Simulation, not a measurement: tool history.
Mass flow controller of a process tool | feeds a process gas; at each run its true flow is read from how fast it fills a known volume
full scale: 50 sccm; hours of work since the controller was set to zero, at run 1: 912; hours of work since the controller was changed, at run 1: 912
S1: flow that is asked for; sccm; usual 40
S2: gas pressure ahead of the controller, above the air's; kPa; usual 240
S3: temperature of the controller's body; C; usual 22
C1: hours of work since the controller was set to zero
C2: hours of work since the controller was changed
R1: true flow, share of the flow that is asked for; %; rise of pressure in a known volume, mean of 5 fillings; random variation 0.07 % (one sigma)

{"run": 1, "day": 0.0, "S1": 40, "S2": 240, "S3": 22, "C1": 912, "C2": 912, "R1": 99.18}
{"run": 2, "day": 6.212, "S1": 40, "S2": 240, "S3": 22, "C1": 982, "C2": 982, "R1": 99.25}
{"run": 3, "day": 10.354, "S1": 40, "S2": 240, "S3": 22, "C1": 1028, "C2": 1028, "R1": 99.19}
{"run": 4, "day": 14.029, "S1": 40, "S2": 240, "S3": 22, "C1": 1069, "C2": 1069, "R1": 99.21}
{"run": 5, "day": 18.708, "S1": 40, "S2": 240, "S3": 22, "C1": 1122, "C2": 1122, "R1": 99.16}
{"run": 6, "day": 25.492, "S1": 40, "S2": 240, "S3": 22, "C1": 1198, "C2": 1198, "R1": 99.15}
{"run": 7, "day": 33.492, "S1": 40, "S2": 240, "S3": 22, "C1": 1288, "C2": 1288, "R1": 99.2}
{"run": 8, "day": 38.425, "S1": 6, "S2": 240, "S3": 22, "C1": 1343, "C2": 1343, "R1": 97.16}
{"run": 9, "day": 42.233, "S1": 40, "S2": 240, "S3": 22, "C1": 1386, "C2": 1386, "R1": 99.16}
{"run": 10, "day": 48.712, "S1": 40, "S2": 199, "S3": 22, "C1": 1459, "C2": 1459, "R1": 99.1}
{"run": 11, "day": 52.579, "S1": 26, "S2": 160, "S3": 24, "C1": 1502, "C2": 1502, "R1": 98.27}
{"run": 12, "day": 56.167, "S1": 6, "S2": 240, "S3": 24, "C1": 1543, "C2": 1543, "R1": 97.3}
{"run": 13, "day": 62.738, "S1": 23, "S2": 248, "S3": 30, "C1": 1616, "C2": 1616, "R1": 99.14}
{"run": 14, "day": 66.738, "S1": 23, "S2": 248, "S3": 30, "C1": 1661, "C2": 1661, "R1": 99.01}
{"run": 15, "day": 72.962, "S1": 23, "S2": 248, "S3": 30, "C1": 1731, "C2": 1731, "R1": 98.93}
{"run": 16, "day": 80.658, "S1": 40, "S2": 240, "S3": 24, "C1": 1818, "C2": 1818, "R1": 99.48}
{"run": 17, "day": 88.196, "S1": 39, "S2": 251, "S3": 32, "C1": 1902, "C2": 1902, "R1": 100.4}

5 ways to go on from here, each from the tool as it stands after run 17. What would each give?
{"run": "A", "day": 94.3, "S1": 40, "S2": 240, "S3": 24, "C1": 1971, "C2": 1971, "R1": "?"}
{"run": "B", "day": 94.3, "S1": 15, "S2": 251, "S3": 32, "C1": 1971, "C2": 1971, "R1": "?"}
{"run": "C", "day": 94.3, "S1": 39, "S2": 187, "S3": 32, "C1": 1971, "C2": 1971, "R1": "?"}
{"run": "D", "day": 94.3, "S1": 40, "S2": 165, "S3": 22, "C1": 1971, "C2": 1971, "R1": "?"}
{"run": "E", "day": 94.3, "S1": 39, "S2": 157, "S3": 35, "C1": 1971, "C2": 1971, "R1": "?"}

run=A R1=99.44
run=B R1=98.85
run=C R1=100.19
run=D R1=98.95
run=E R1=100.38
Without the tool's hidden state the same runs would have given:
run=A R1=99.44
run=B R1=98.85
run=C R1=100.19
run=D R1=98.96
run=E R1=100.39
